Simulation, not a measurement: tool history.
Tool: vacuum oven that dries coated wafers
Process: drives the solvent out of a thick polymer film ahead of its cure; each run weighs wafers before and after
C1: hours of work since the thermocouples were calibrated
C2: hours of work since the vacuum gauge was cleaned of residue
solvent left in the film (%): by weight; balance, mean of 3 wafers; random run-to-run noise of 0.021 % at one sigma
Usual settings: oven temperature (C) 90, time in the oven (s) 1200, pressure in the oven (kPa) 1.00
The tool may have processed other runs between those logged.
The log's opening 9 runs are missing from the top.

Run 10, day 11.321: usual settings but time in the oven (s) 660; C1 1294; C2 219. Result: solvent left in the film (%) 3.36.
Run 11, day 12.812: usual settings but time in the oven (s) 660; C1 1322; C2 247. Result: solvent left in the film (%) 3.40.
Run 12, day 14.621: usual settings but pressure in the oven (kPa) 1.28; C1 1356; C2 281. Result: solvent left in the film (%) 1.20.
Run 13, day 16.083: usual settings but pressure in the oven (kPa) 1.28; C1 1384; C2 309. Result: solvent left in the film (%) 1.24.
Run 14, day 17.192: usual settings but pressure in the oven (kPa) 1.28; C1 1404; C2 329. Result: solvent left in the film (%) 1.19.
Run 15, day 18.150: usual settings but pressure in the oven (kPa) 1.28; C1 1422; C2 347. Result: solvent left in the film (%) 1.25.
Run 16, day 18.996: usual settings but oven temperature (C) 85; C1 1438; C2 363. Result: solvent left in the film (%) 2.22.
Run 17, day 20.779: usual settings but oven temperature (C) 85; C1 1472; C2 397. Result: solvent left in the film (%) 2.25.
Run 18, day 21.833: usual settings but oven temperature (C) 85; C1 1492; C2 417. Result: solvent left in the film (%) 2.24.
Run 19, day 22.658: usual settings but oven temperature (C) 103, time in the oven (s) 1800, pressure in the oven (kPa) 1.90; C1 1507; C2 432. Result: solvent left in the film (%) 0.35.
Run 20, day 24.200: usual settings but oven temperature (C) 103, time in the oven (s) 1800, pressure in the oven (kPa) 1.90; C1 1536; C2 461. Result: solvent left in the film (%) 0.34.
Run 21, day 25.933: usual settings but oven temperature (C) 85, time in the oven (s) 1500, pressure in the oven (kPa) 0.61; C1 1569; C2 494. Result: solvent left in the film (%) 1.32.
Run 22, day 27.404: usual settings but oven temperature (C) 85, time in the oven (s) 1500, pressure in the oven (kPa) 0.61; C1 1596; C2 521. Result: solvent left in the film (%) 1.33.
At day 28.012: oven's thermocouples calibrated.
Run 23, day 29.171: usual settings but oven temperature (C) 85, time in the oven (s) 1500, pressure in the oven (kPa) 0.61; C1 22; C2 553. Result: solvent left in the film (%) 1.88.
Run 24, day 31.008: usual settings but time in the oven (s) 1020, pressure in the oven (kPa) 0.55; C1 56; C2 588. Result: solvent left in the film (%) 1.99.
Run 25, day 32.821: usual settings but oven temperature (C) 101, pressure in the oven (kPa) 1.27; C1 90; C2 622. Result: solvent left in the film (%) 0.39.
Run 26, day 33.833: usual settings but oven temperature (C) 76, time in the oven (s) 840; C1 109; C2 641. Result: solvent left in the film (%) 8.04.
Run 27, day 35.121: usual settings but oven temperature (C) 92, time in the oven (s) 840, pressure in the oven (kPa) 1.90; C1 134; C2 665. Result: solvent left in the film (%) 2.56.
Run 28, day 36.638: usual settings but pressure in the oven (kPa) 1.36; C1 162; C2 693. Result: solvent left in the film (%) 1.65.
Run 29, day 38.258: usual settings but time in the oven (s) 1920, pressure in the oven (kPa) 0.57; C1 192; C2 724. Result: solvent left in the film (%) 0.54.
Run 30, day 39.675: usual settings but time in the oven (s) 1680, pressure in the oven (kPa) 0.96; C1 219; C2 750. Result: solvent left in the film (%) 0.80.
Run 31, day 40.425: usual settings but time in the oven (s) 1680, pressure in the oven (kPa) 0.96; C1 233; C2 764. Result: solvent left in the film (%) 0.78.
Run 32, day 41.517: usual settings but time in the oven (s) 1680, pressure in the oven (kPa) 0.96; C1 254; C2 785. Result: solvent left in the film (%) 0.75.
Run 33, day 43.262: usual settings but oven temperature (C) 97, time in the oven (s) 1260, pressure in the oven (kPa) 0.91; C1 287; C2 818. Result: solvent left in the film (%) 0.48.

5 options for the next run, each taken on its own from the tool as it stands now. Forecast them:
Run A, day 44.258: usual settings but oven temperature (C) 93, time in the oven (s) 960, pressure in the oven (kPa) 3.83; C1 305; C2 837. Result: solvent left in the film (%) ?.
Run B, day 44.258: usual settings but oven temperature (C) 77, time in the oven (s) 780, pressure in the oven (kPa) 0.96; C1 305; C2 837. Result: solvent left in the film (%) ?.
Run C, day 44.258: usual settings but oven temperature (C) 80, time in the oven (s) 2100, pressure in the oven (kPa) 1.50; C1 305; C2 837. Result: solvent left in the film (%) ?.
Run D, day 44.258: usual settings but time in the oven (s) 1380; C1 305; C2 837. Result: solvent left in the film (%) ?.
Run E, day 44.258: usual settings but oven temperature (C) 97, time in the oven (s) 720, pressure in the oven (kPa) 0.91; C1 305; C2 837. Result: solvent left in the film (%) ?.

run  solvent left in the film (%)
  A                          2.29
  B                          7.90
  C                          2.27
  D                          1.16
  E                          1.58
Had the tool no hidden state, the same runs would have come out as:
run  solvent left in the film (%)
  A                          2.27
  B                          7.89
  C                          2.23
  D                          1.12
  E                          1.57
